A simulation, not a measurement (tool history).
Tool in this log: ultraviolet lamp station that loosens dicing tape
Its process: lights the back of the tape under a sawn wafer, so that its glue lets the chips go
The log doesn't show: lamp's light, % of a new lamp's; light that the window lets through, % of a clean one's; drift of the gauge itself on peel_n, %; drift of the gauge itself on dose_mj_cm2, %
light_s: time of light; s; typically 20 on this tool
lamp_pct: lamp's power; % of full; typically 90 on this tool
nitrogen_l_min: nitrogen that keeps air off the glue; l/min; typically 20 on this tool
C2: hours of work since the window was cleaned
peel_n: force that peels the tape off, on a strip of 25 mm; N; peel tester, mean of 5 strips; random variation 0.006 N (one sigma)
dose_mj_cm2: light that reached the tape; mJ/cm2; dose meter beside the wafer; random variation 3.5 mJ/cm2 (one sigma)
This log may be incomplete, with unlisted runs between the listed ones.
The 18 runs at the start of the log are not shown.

-- hour=1250.4 window cleaned of glue's vapour
run 19 hour=1298.1 | light_s=20 lamp_pct=90 nitrogen_l_min=21 | hours_of_work_of_the_lamp=1310 C2=23 | peel_n=0.177 dose_mj_cm2=570
-- hour=1387.5 lamp changed
run 20 hour=1394.5 | light_s=20 lamp_pct=90 nitrogen_l_min=21 | hours_of_work_of_the_lamp=3 C2=68 | peel_n=0.160 dose_mj_cm2=581
run 21 hour=1433.7 | light_s=12 lamp_pct=90 nitrogen_l_min=27 | hours_of_work_of_the_lamp=22 C2=87 | peel_n=0.320 dose_mj_cm2=347
run 22 hour=1500.2 | light_s=12 lamp_pct=90 nitrogen_l_min=27 | hours_of_work_of_the_lamp=54 C2=118 | peel_n=0.323 dose_mj_cm2=347
run 23 hour=1541.2 | light_s=26 lamp_pct=90 nitrogen_l_min=25 | hours_of_work_of_the_lamp=73 C2=138 | peel_n=0.126 dose_mj_cm2=746
run 24 hour=1628.5 | light_s=39 lamp_pct=78 nitrogen_l_min=29 | hours_of_work_of_the_lamp=115 C2=180 | peel_n=0.116 dose_mj_cm2=972
run 25 hour=1711.7 | light_s=20 lamp_pct=90 nitrogen_l_min=13 | hours_of_work_of_the_lamp=154 C2=219 | peel_n=0.206 dose_mj_cm2=579
-- hour=1721.2 window cleaned of glue's vapour
run 26 hour=1802.9 | light_s=20 lamp_pct=90 nitrogen_l_min=13 | hours_of_work_of_the_lamp=198 C2=39 | peel_n=0.216 dose_mj_cm2=578
run 27 hour=1860.9 | light_s=20 lamp_pct=90 nitrogen_l_min=13 | hours_of_work_of_the_lamp=225 C2=67 | peel_n=0.223 dose_mj_cm2=571
run 28 hour=1907.2 | light_s=29 lamp_pct=75 nitrogen_l_min=10 | hours_of_work_of_the_lamp=247 C2=89 | peel_n=0.196 dose_mj_cm2=692
run 29 hour=1963.1 | light_s=29 lamp_pct=75 nitrogen_l_min=10 | hours_of_work_of_the_lamp=274 C2=115 | peel_n=0.196 dose_mj_cm2=695
run 30 hour=2055.5 | light_s=14 lamp_pct=65 nitrogen_l_min=10 | hours_of_work_of_the_lamp=318 C2=159 | peel_n=0.830 dose_mj_cm2=286
run 31 hour=2136.0 | light_s=40 lamp_pct=86 nitrogen_l_min=9 | hours_of_work_of_the_lamp=356 C2=198 | peel_n=0.132 dose_mj_cm2=1098
-- hour=2184.7 window cleaned of glue's vapour
run 32 hour=2199.8 | light_s=40 lamp_pct=86 nitrogen_l_min=9 | hours_of_work_of_the_lamp=386 C2=7 | peel_n=0.126 dose_mj_cm2=1093
run 33 hour=2272.2 | light_s=12 lamp_pct=89 nitrogen_l_min=26 | hours_of_work_of_the_lamp=421 C2=42 | peel_n=0.325 dose_mj_cm2=341
run 34 hour=2337.1 | light_s=20 lamp_pct=71 nitrogen_l_min=20 | hours_of_work_of_the_lamp=452 C2=73 | peel_n=0.247 dose_mj_cm2=450
run 35 hour=2410.9 | light_s=20 lamp_pct=90 nitrogen_l_min=12 | hours_of_work_of_the_lamp=487 C2=108 | peel_n=0.229 dose_mj_cm2=572
run 36 hour=2492.1 | light_s=20 lamp_pct=87 nitrogen_l_min=27 | hours_of_work_of_the_lamp=525 C2=146 | peel_n=0.164 dose_mj_cm2=551
run 37 hour=2545.4 | light_s=39 lamp_pct=61 nitrogen_l_min=6 | hours_of_work_of_the_lamp=551 C2=172 | peel_n=0.233 dose_mj_cm2=762

Forecast each of these 5 alternatives for the next run:
run A hour=2639.7 | light_s=16 lamp_pct=90 nitrogen_l_min=16 | hours_of_work_of_the_lamp=596 C2=217 | peel_n=? dose_mj_cm2=?
run B hour=2639.7 | light_s=39 lamp_pct=67 nitrogen_l_min=6 | hours_of_work_of_the_lamp=596 C2=217 | peel_n=? dose_mj_cm2=?
run C hour=2639.7 | light_s=20 lamp_pct=85 nitrogen_l_min=10 | hours_of_work_of_the_lamp=596 C2=217 | peel_n=? dose_mj_cm2=?
run D hour=2639.7 | light_s=39 lamp_pct=77 nitrogen_l_min=9 | hours_of_work_of_the_lamp=596 C2=217 | peel_n=? dose_mj_cm2=?
run E hour=2639.7 | light_s=16 lamp_pct=67 nitrogen_l_min=19 | hours_of_work_of_the_lamp=596 C2=217 | peel_n=? dose_mj_cm2=?

run=A peel_n=0.283 dose_mj_cm2=462
run=B peel_n=0.190 dose_mj_cm2=836
run=C peel_n=0.294 dose_mj_cm2=543
run=D peel_n=0.146 dose_mj_cm2=953
run=E peel_n=0.404 dose_mj_cm2=338
Without the tool's hidden state the same runs would have given:
run=A peel_n=0.282 dose_mj_cm2=462
run=B peel_n=0.189 dose_mj_cm2=838
run=C peel_n=0.293 dose_mj_cm2=544
run=D peel_n=0.146 dose_mj_cm2=954
run=E peel_n=0.403 dose_mj_cm2=339
